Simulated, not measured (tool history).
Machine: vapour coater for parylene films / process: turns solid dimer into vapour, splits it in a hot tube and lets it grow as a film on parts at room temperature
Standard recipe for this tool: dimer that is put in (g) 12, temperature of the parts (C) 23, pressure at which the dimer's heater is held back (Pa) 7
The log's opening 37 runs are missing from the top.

run	hour	dimer that is put in (g)	temperature of the parts (C)	pressure at which the dimer's heater is held back (Pa)	thickness of the film (nm)
38	757.9	7	23	11.65	1115
39	773.9	7	23	11.65	1112
40	788	12	19	2.17	2800
41	806.7	12	19	2.17	2788
42	830.2	12	18	7	2352
43	842	10	22	2.25	2132
44	869.5	19	18	2.47	4406
# hour 896.9: gauge calibrated
45	898.5	19	18	2.47	4728
46	923.4	13	23	7	2369
47	945	13	23	7	2356
48	959.5	7	23	7	1274

What if the next run were any one of these 3? Each begins from the tool's condition after run 48:
A	986.1	10	23	7	?
B	986.1	12	16	9.22	?
C	986.1	13	17	7	?

run	thickness of the film (nm)
A	1806
B	2523
C	2777
What these runs would have given with no unlogged condition in the tool:
run	thickness of the film (nm)
A	1825
B	2549
C	2806
